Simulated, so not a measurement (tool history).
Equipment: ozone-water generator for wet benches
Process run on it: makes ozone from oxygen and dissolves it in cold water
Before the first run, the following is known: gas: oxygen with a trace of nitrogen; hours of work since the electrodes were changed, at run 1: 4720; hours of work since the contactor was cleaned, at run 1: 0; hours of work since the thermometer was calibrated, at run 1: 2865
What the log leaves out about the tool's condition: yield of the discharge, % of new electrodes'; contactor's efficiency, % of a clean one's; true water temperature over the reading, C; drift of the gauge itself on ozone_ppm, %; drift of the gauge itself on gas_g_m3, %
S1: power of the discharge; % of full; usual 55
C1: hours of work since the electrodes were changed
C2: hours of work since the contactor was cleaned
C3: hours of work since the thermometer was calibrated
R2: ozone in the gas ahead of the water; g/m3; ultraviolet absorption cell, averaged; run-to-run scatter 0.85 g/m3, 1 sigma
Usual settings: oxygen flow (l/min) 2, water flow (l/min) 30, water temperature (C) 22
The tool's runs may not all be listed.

{"run": 1, "hour": 0.0, "S1": 55, "oxygen flow (l/min)": 2, "water flow (l/min)": 30, "water temperature (C)": 22, "C1": 4720, "C2": 0, "C3": 2865, "dissolved ozone (ppm)": 5.33, "R2": 139.1}
{"hour": 108.3, "done": "water thermometer calibrated"}
{"run": 2, "hour": 117.2, "S1": 55, "oxygen flow (l/min)": 2, "water flow (l/min)": 30, "water temperature (C)": 22, "C1": 4829, "C2": 108, "C3": 8, "dissolved ozone (ppm)": 5.35, "R2": 138.1}
{"run": 3, "hour": 241.6, "S1": 55, "oxygen flow (l/min)": 2, "water flow (l/min)": 30, "water temperature (C)": 22, "C1": 4945, "C2": 224, "C3": 124, "dissolved ozone (ppm)": 5.22, "R2": 138.7}
{"run": 4, "hour": 377.9, "S1": 55, "oxygen flow (l/min)": 1.14, "water flow (l/min)": 30, "water temperature (C)": 22, "C1": 5071, "C2": 351, "C3": 251, "dissolved ozone (ppm)": 4.88, "R2": 199.7}
{"run": 5, "hour": 517.8, "S1": 55, "oxygen flow (l/min)": 2, "water flow (l/min)": 30, "water temperature (C)": 22, "C1": 5201, "C2": 481, "C3": 381, "dissolved ozone (ppm)": 5.32, "R2": 137.3}
{"run": 6, "hour": 631.6, "S1": 55, "oxygen flow (l/min)": 2, "water flow (l/min)": 30, "water temperature (C)": 22, "C1": 5307, "C2": 586, "C3": 486, "dissolved ozone (ppm)": 5.28, "R2": 137.5}
{"run": 7, "hour": 713.2, "S1": 55, "oxygen flow (l/min)": 2, "water flow (l/min)": 30, "water temperature (C)": 15, "C1": 5383, "C2": 662, "C3": 562, "dissolved ozone (ppm)": 5.39, "R2": 137.7}
{"run": 8, "hour": 839.6, "S1": 55, "oxygen flow (l/min)": 2.12, "water flow (l/min)": 30, "water temperature (C)": 15, "C1": 5500, "C2": 780, "C3": 680, "dissolved ozone (ppm)": 5.43, "R2": 133.4}
{"run": 9, "hour": 998.6, "S1": 48, "oxygen flow (l/min)": 3.09, "water flow (l/min)": 28, "water temperature (C)": 15, "C1": 5648, "C2": 927, "C3": 827, "dissolved ozone (ppm)": 5.64, "R2": 93.6}
{"run": 10, "hour": 1093.2, "S1": 48, "oxygen flow (l/min)": 3.32, "water flow (l/min)": 28, "water temperature (C)": 26, "C1": 5736, "C2": 1015, "C3": 915, "dissolved ozone (ppm)": 5.26, "R2": 89.5}

What does the tool deliver on the next run?
{"run": 11, "hour": 1235.7, "S1": 57, "oxygen flow (l/min)": 3.32, "water flow (l/min)": 18, "water temperature (C)": 20, "C1": 5868, "C2": 1148, "C3": 1048, "dissolved ozone (ppm)": "?", "R2": "?"}

{"run 11": {"dissolved ozone (ppm)": 9.24, "R2": 100.7}}
If the tool had no hidden condition, the same run with the same run-to-run variation would have returned dissolved ozone (ppm) 9.27, R2 101 g/m3.
